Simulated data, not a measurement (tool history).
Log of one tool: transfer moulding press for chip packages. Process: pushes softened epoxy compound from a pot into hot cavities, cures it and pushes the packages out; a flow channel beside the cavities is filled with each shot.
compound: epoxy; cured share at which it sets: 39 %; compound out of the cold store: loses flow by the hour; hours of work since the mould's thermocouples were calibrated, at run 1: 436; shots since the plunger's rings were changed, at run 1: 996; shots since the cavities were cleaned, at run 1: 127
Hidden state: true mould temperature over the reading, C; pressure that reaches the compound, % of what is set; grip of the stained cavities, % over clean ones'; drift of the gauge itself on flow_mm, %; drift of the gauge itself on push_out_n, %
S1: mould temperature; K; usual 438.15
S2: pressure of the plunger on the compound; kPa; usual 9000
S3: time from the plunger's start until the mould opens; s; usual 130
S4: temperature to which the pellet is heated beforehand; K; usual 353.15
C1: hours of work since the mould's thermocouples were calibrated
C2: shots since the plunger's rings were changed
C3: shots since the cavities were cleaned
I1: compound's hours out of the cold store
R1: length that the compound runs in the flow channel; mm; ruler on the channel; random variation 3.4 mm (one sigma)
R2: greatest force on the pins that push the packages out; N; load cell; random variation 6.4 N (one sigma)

{"run": 1, "hour": 0.0, "S1": 438.15, "S2": 9000, "S3": 130, "S4": 353.15, "C1": 436, "C2": 996, "C3": 127, "I1": 21.2, "R1": 967, "R2": 304}
{"run": 2, "hour": 35.1, "S1": 438.15, "S2": 9000, "S3": 115, "S4": 353.15, "C1": 457, "C2": 1311, "C3": 442, "I1": 42.7, "R1": 885, "R2": 414}
{"hour": 68.2, "done": "cavities cleaned with cleaning compound and waxed"}
{"run": 3, "hour": 94.7, "S1": 445.15, "S2": 9000, "S3": 115, "S4": 353.15, "C1": 493, "C2": 1831, "C3": 238, "I1": 39.1, "R1": 862, "R2": 432}
{"hour": 150.0, "done": "cavities cleaned with cleaning compound and waxed"}
{"run": 4, "hour": 166.5, "S1": 445.15, "S2": 9000, "S3": 115, "S4": 353.15, "C1": 536, "C2": 2460, "C3": 148, "I1": 39.7, "R1": 853, "R2": 284}
{"hour": 198.9, "done": "cavities cleaned with cleaning compound and waxed, once more"}
{"run": 5, "hour": 228.8, "S1": 445.15, "S2": 9000, "S3": 115, "S4": 353.15, "C1": 574, "C2": 3005, "C3": 267, "I1": 23.3, "R1": 894, "R2": 308}
{"hour": 268.9, "done": "mould's thermocouples calibrated"}
{"hour": 284.6, "done": "cavities cleaned with cleaning compound and waxed"}
{"run": 6, "hour": 295.2, "S1": 445.15, "S2": 9000, "S3": 115, "S4": 353.15, "C1": 15, "C2": 3569, "C3": 96, "I1": 44.8, "R1": 819, "R2": 263}
{"run": 7, "hour": 340.4, "S1": 445.15, "S2": 9000, "S3": 115, "S4": 353.15, "C1": 43, "C2": 3973, "C3": 500, "I1": 25, "R1": 875, "R2": 343}
{"hour": 367.5, "done": "cavities cleaned with cleaning compound and waxed"}
{"run": 8, "hour": 388.0, "S1": 445.15, "S2": 9000, "S3": 115, "S4": 353.15, "C1": 71, "C2": 4386, "C3": 183, "I1": 36.1, "R1": 838, "R2": 285}
{"hour": 413.5, "done": "plunger's sealing rings changed"}
{"run": 9, "hour": 431.0, "S1": 438.15, "S2": 9000, "S3": 130, "S4": 353.15, "C1": 96, "C2": 157, "C3": 546, "I1": 19.5, "R1": 974, "R2": 381}
{"hour": 449.8, "done": "cavities cleaned with cleaning compound and waxed"}
{"run": 10, "hour": 487.9, "S1": 439.15, "S2": 9000, "S3": 130, "S4": 353.15, "C1": 130, "C2": 653, "C3": 341, "I1": 17.7, "R1": 968, "R2": 342}
{"hour": 533.7, "done": "cavities cleaned with cleaning compound and waxed"}
{"run": 11, "hour": 538.1, "S1": 441.15, "S2": 9000, "S3": 130, "S4": 353.15, "C1": 160, "C2": 1089, "C3": 39, "I1": 27.8, "R1": 917, "R2": 253}
{"run": 12, "hour": 600.1, "S1": 438.15, "S2": 9000, "S3": 130, "S4": 353.15, "C1": 198, "C2": 1644, "C3": 594, "I1": 22.9, "R1": 946, "R2": 392}
{"hour": 616.2, "done": "cavities cleaned with cleaning compound and waxed"}
{"run": 13, "hour": 632.7, "S1": 438.15, "S2": 9000, "S3": 158, "S4": 353.15, "C1": 217, "C2": 1923, "C3": 148, "I1": 22.7, "R1": 946, "R2": 283}
{"run": 14, "hour": 667.5, "S1": 438.15, "S2": 9000, "S3": 158, "S4": 353.15, "C1": 239, "C2": 2234, "C3": 459, "I1": 32, "R1": 907, "R2": 332}
{"hour": 697.9, "done": "cavities cleaned with cleaning compound and waxed"}
{"run": 15, "hour": 705.3, "S1": 433.15, "S2": 7900, "S3": 160, "S4": 359.15, "C1": 261, "C2": 2560, "C3": 67, "I1": 25.1, "R1": 893, "R2": 284}
{"run": 16, "hour": 755.7, "S1": 438.15, "S2": 9000, "S3": 130, "S4": 347.15, "C1": 292, "C2": 3011, "C3": 518, "I1": 42, "R1": 866, "R2": 376}
{"hour": 777.4, "done": "cavities cleaned with cleaning compound and waxed"}
{"run": 17, "hour": 822.5, "S1": 444.15, "S2": 8380, "S3": 142, "S4": 350.15, "C1": 332, "C2": 3596, "C3": 404, "I1": 40.2, "R1": 811, "R2": 332}
{"hour": 859.4, "done": "cavities cleaned with cleaning compound and waxed"}
{"run": 18, "hour": 859.4, "S1": 438.15, "S2": 10370, "S3": 130, "S4": 357.15, "C1": 354, "C2": 3913, "C3": 0, "I1": 25.4, "R1": 974, "R2": 248}
{"run": 19, "hour": 916.6, "S1": 436.15, "S2": 7480, "S3": 113, "S4": 361.15, "C1": 389, "C2": 4425, "C3": 512, "I1": 9.7, "R1": 878, "R2": 565}
{"hour": 941.4, "done": "plunger's sealing rings changed"}
{"hour": 942.9, "done": "cavities cleaned with cleaning compound and waxed"}
{"run": 20, "hour": 961.5, "S1": 438.15, "S2": 8680, "S3": 130, "S4": 344.15, "C1": 414, "C2": 168, "C3": 168, "I1": 33.2, "R1": 913, "R2": 309}
{"run": 21, "hour": 1004.9, "S1": 438.15, "S2": 8680, "S3": 130, "S4": 344.15, "C1": 441, "C2": 556, "C3": 556, "I1": 34.1, "R1": 909, "R2": 367}
{"hour": 1022.4, "done": "cavities cleaned with cleaning compound and waxed"}
{"run": 22, "hour": 1055.7, "S1": 438.15, "S2": 9000, "S3": 130, "S4": 357.15, "C1": 471, "C2": 997, "C3": 298, "I1": 32.2, "R1": 922, "R2": 350}
{"hour": 1106.1, "done": "cavities cleaned with cleaning compound and waxed"}
{"run": 23, "hour": 1122.7, "S1": 432.15, "S2": 10550, "S3": 147, "S4": 355.15, "C1": 511, "C2": 1584, "C3": 149, "I1": 43, "R1": 994, "R2": 333}
{"hour": 1186.3, "done": "cavities cleaned with cleaning compound and waxed"}
{"run": 24, "hour": 1190.9, "S1": 432.15, "S2": 10550, "S3": 147, "S4": 355.15, "C1": 552, "C2": 2181, "C3": 40, "I1": 32.5, "R1": 1024, "R2": 295}
{"run": 25, "hour": 1233.5, "S1": 438.15, "S2": 9000, "S3": 168, "S4": 362.15, "C1": 578, "C2": 2563, "C3": 422, "I1": 37.4, "R1": 891, "R2": 324}
{"hour": 1264.5, "done": "mould's thermocouples calibrated"}
{"hour": 1270.8, "done": "cavities cleaned with cleaning compound and waxed"}
{"run": 26, "hour": 1283.2, "S1": 438.15, "S2": 9000, "S3": 128, "S4": 353.15, "C1": 11, "C2": 2977, "C3": 111, "I1": 32.2, "R1": 902, "R2": 285}

4 ways to go on from here, each from the tool as it stands after run 26. What would each give?
{"hour": 1352.6, "done": "cavities cleaned with cleaning compound and waxed"}
{"run": "A", "hour": 1352.6, "S1": 438.15, "S2": 9270, "S3": 144, "S4": 353.15, "C1": 52, "C2": 3585, "C3": 0, "I1": 32.6, "R1": "?", "R2": "?"}
{"hour": 1352.6, "done": "cavities cleaned with cleaning compound and waxed"}
{"run": "B", "hour": 1352.6, "S1": 438.15, "S2": 9000, "S3": 160, "S4": 353.15, "C1": 52, "C2": 3585, "C3": 0, "I1": 9.4, "R1": "?", "R2": "?"}
{"hour": 1352.6, "done": "cavities cleaned with cleaning compound and waxed"}
{"run": "C", "hour": 1352.6, "S1": 437.15, "S2": 9000, "S3": 130, "S4": 353.15, "C1": 52, "C2": 3585, "C3": 0, "I1": 24.2, "R1": "?", "R2": "?"}
{"hour": 1352.6, "done": "cavities cleaned with cleaning compound and waxed"}
{"run": "D", "hour": 1352.6, "S1": 445.15, "S2": 9680, "S3": 157, "S4": 353.15, "C1": 52, "C2": 3585, "C3": 0, "I1": 26.5, "R1": "?", "R2": "?"}

run=A R1=906 R2=229
run=B R1=971 R2=222
run=C R1=919 R2=258
run=D R1=914 R2=219
Without the tool's hidden state the same runs would have given:
run=A R1=947 R2=227
run=B R1=1016 R2=220
run=C R1=961 R2=255
run=D R1=955 R2=217

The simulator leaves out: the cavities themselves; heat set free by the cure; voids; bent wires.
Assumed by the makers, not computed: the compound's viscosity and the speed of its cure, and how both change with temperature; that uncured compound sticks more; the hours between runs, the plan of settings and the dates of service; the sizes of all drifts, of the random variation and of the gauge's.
